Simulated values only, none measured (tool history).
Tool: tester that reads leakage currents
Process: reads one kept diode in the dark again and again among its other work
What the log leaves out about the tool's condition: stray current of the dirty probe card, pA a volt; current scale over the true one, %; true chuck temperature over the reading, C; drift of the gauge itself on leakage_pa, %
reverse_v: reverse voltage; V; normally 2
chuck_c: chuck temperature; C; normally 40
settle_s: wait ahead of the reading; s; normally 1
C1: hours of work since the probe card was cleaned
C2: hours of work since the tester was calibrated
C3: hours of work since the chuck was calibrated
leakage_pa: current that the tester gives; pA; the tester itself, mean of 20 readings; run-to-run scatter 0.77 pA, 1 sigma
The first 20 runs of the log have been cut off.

run 21 hour=3108.4 | reverse_v=1.67 chuck_c=53 settle_s=1.28 | C1=2842 C2=4743 C3=372 | leakage_pa=635.18
run 22 hour=3230.1 | reverse_v=3.3 chuck_c=40 settle_s=0.69 | C1=2938 C2=4839 C3=468 | leakage_pa=316.44
run 23 hour=3430.5 | reverse_v=4.12 chuck_c=25 settle_s=1 | C1=3096 C2=4997 C3=626 | leakage_pa=100.66
run 24 hour=3550.9 | reverse_v=4.12 chuck_c=55 settle_s=2.96 | C1=3191 C2=5092 C3=721 | leakage_pa=1077.5
run 25 hour=3702.7 | reverse_v=2.46 chuck_c=27 settle_s=4.78 | C1=3311 C2=5212 C3=841 | leakage_pa=95.02
-- hour=3870.1 tester calibrated
run 26 hour=3916.2 | reverse_v=2.46 chuck_c=27 settle_s=4.78 | C1=3478 C2=36 C3=1008 | leakage_pa=94.6
-- hour=3946.9 probe card cleaned and baked
run 27 hour=4110.7 | reverse_v=11.32 chuck_c=34 settle_s=1.55 | C1=129 C2=187 C3=1159 | leakage_pa=330.35
run 28 hour=4310.8 | reverse_v=11.32 chuck_c=23 settle_s=1.55 | C1=287 C2=345 C3=1316 | leakage_pa=130.39
run 29 hour=4510.3 | reverse_v=11.32 chuck_c=23 settle_s=1.55 | C1=444 C2=503 C3=1474 | leakage_pa=131.01
run 30 hour=4722.4 | reverse_v=11.32 chuck_c=23 settle_s=1.55 | C1=612 C2=670 C3=1641 | leakage_pa=130.87
run 31 hour=4903 | reverse_v=11.32 chuck_c=42 settle_s=2.97 | C1=754 C2=812 C3=1784 | leakage_pa=626.82
-- hour=5072.1 chuck's temperature calibrated
run 32 hour=5094.8 | reverse_v=11.32 chuck_c=42 settle_s=2.97 | C1=904 C2=962 C3=18 | leakage_pa=628.23
run 33 hour=5198.5 | reverse_v=1.79 chuck_c=21 settle_s=0.4 | C1=986 C2=1044 C3=100 | leakage_pa=50.37
run 34 hour=5372.7 | reverse_v=1.79 chuck_c=21 settle_s=0.4 | C1=1123 C2=1181 C3=237 | leakage_pa=50.51
run 35 hour=5478 | reverse_v=1.79 chuck_c=21 settle_s=0.4 | C1=1206 C2=1264 C3=320 | leakage_pa=50.63
run 36 hour=5571.1 | reverse_v=9.64 chuck_c=40 settle_s=2.39 | C1=1279 C2=1338 C3=393 | leakage_pa=497.95
run 37 hour=5680.5 | reverse_v=7.82 chuck_c=34 settle_s=0.65 | C1=1366 C2=1424 C3=480 | leakage_pa=283.66
run 38 hour=5780.3 | reverse_v=2 chuck_c=30 settle_s=2.64 | C1=1444 C2=1503 C3=558 | leakage_pa=112.14
run 39 hour=5901.4 | reverse_v=2 chuck_c=30 settle_s=2.64 | C1=1540 C2=1598 C3=654 | leakage_pa=112.88

Here are 3 independent what-if runs from the current tool condition. What would each one return?
run A hour=6094.7 | reverse_v=1.06 chuck_c=30 settle_s=2.64 | C1=1692 C2=1751 C3=806 | leakage_pa=?
run B hour=6094.7 | reverse_v=9.37 chuck_c=30 settle_s=0.89 | C1=1692 C2=1751 C3=806 | leakage_pa=?
run C hour=6094.7 | reverse_v=3.92 chuck_c=30 settle_s=2.64 | C1=1692 C2=1751 C3=806 | leakage_pa=?

run=A leakage_pa=86.02
run=B leakage_pa=219.64
run=C leakage_pa=149.32
Without the tool's unlogged condition, the same runs would have read:
run=A leakage_pa=85.95
run=B leakage_pa=219.39
run=C leakage_pa=149.18
